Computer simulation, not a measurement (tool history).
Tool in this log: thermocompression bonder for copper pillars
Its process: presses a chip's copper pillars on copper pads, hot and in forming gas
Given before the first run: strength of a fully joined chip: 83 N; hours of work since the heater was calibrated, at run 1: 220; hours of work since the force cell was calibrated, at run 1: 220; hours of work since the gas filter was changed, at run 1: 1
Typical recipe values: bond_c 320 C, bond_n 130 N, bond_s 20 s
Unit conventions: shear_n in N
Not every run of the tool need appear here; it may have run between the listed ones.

run    hour  bond_c  bond_n  bond_s  hours of work since the heater was calibrated  hours of work since the force cell was calibrated  hours of work since the gas filter was changed  shear_n
  1       0     320     130      20                                            220                                                220                                               1     48.2
  2    50.7     320     130      20                                            242                                                242                                              23     46.1
  3    86.7     320     130      20                                            258                                                258                                              38     45.2
  4   137.4     320     130      20                                            280                                                280                                              60     44.8
  5   182.6     320     105      20                                            299                                                299                                              80     38.1
  6   210.5     320     105      20                                            311                                                311                                              92     37.5
  7   258.6     320     130      20                                            332                                                332                                             113       42
  8     308     320     130      20                                            354                                                354                                             134     42.3
      331.9  -- forming gas filter changed
  9     357     320     130      20                                            375                                                375                                              11     45.4
 10   383.9     320     130      20                                            386                                                386                                              22     44.8
 11     421     320     130      20                                            402                                                402                                              39     45.3
 12   456.1     320     130      20                                            417                                                417                                              54     43.7
 13   482.4     320     130      20                                            429                                                429                                              65     43.5
 14     507     320     130      20                                            439                                                439                                              76       43
 15   532.2     320     130      42                                            450                                                450                                              87     52.1
 16   588.7     316     130      20                                            475                                                475                                             111     39.9
 17   627.4     316     130      20                                            491                                                491                                             128     38.4
 18   659.2     316     130      20                                            505                                                505                                             142       38
      666.7  -- forming gas filter changed
 19   711.1     316     130      20                                            527                                                527                                              19     41.5
      721.3  -- heater calibrated with a thermocouple chip
 20   740.3     316     130      20                                              8                                                539                                              31     46.7
 21   791.2     306      84      51                                             30                                                561                                              53     42.1
 22   836.2     330     133      52                                             50                                                581                                              72     64.9
 23   863.4     320     113      21                                             61                                                592                                              84     43.4
 24   905.9     320     114      47                                             80                                                611                                             103     53.4
 25   931.1     320     114      47                                             91                                                622                                             113       53
 26   966.3     320      87      43                                            106                                                637                                             129     43.9
     1004.6  -- forming gas filter changed
 27  1014.3     320      87      43                                            126                                                657                                               4       49
 28  1061.6     320      87      43                                            147                                                678                                              25     47.3
 29  1110.3     320     136      35                                            168                                                699                                              46       56
 30  1143.9     320     136      35                                            182                                                713                                              60     55.8
 31  1203.6     320     136      35                                            208                                                739                                              86     54.1
 32  1237.7     307     115      27                                            223                                                754                                             101       40
 33  1264.3     307     115      27                                            235                                                765                                             112     39.8
 34  1310.9     320      89      13                                            255                                                786                                             132     28.6
     1322.7  -- force cell calibrated
     1341.4  -- forming gas filter changed
 35    1349     320      89      13                                            270                                                 11                                               3     30.6
 36  1388.7     320      89      13                                            287                                                 28                                              20       30
 37  1442.2     327     130      20                                            311                                                 51                                              44     47.4
 38    1478     320     144      20                                            326                                                 67                                              59     45.4
 39  1533.5     320     144      20                                            350                                                 91                                              83     44.4
 40  1571.6     349      85      20                                            367                                                107                                              99     43.4

Results per run with the tool's hidden condition removed, run-to-run variation unchanged:
Hidden state present: true temperature of the bond over the reading, C; force that reaches the chip, % of what is set; oxide that the forming gas leaves, % of the face; drift of the gauge itself on shear_n, %.
run  shear_n
  1     49.2
  2     48.1
  3     47.8
  4     48.4
  5       42
  6       42
  7     47.9
  8     49.2
  9     47.9
 10     47.9
 11     49.1
 12     48.1
 13     48.3
 14     48.3
 15     58.5
 16     46.6
 17     45.7
 18     45.9
 19     45.6
 20       46
 21     42.2
 22     67.6
 23       45
 24     56.8
 25     56.9
 26     47.8
 27     48.1
 28     47.4
 29     57.5
 30       58
 31     57.6
 32     43.2
 33     43.5
 34     31.9
 35     32.5
 36     32.5
 37     51.6
 38     50.4
 39     50.4
 40     49.7

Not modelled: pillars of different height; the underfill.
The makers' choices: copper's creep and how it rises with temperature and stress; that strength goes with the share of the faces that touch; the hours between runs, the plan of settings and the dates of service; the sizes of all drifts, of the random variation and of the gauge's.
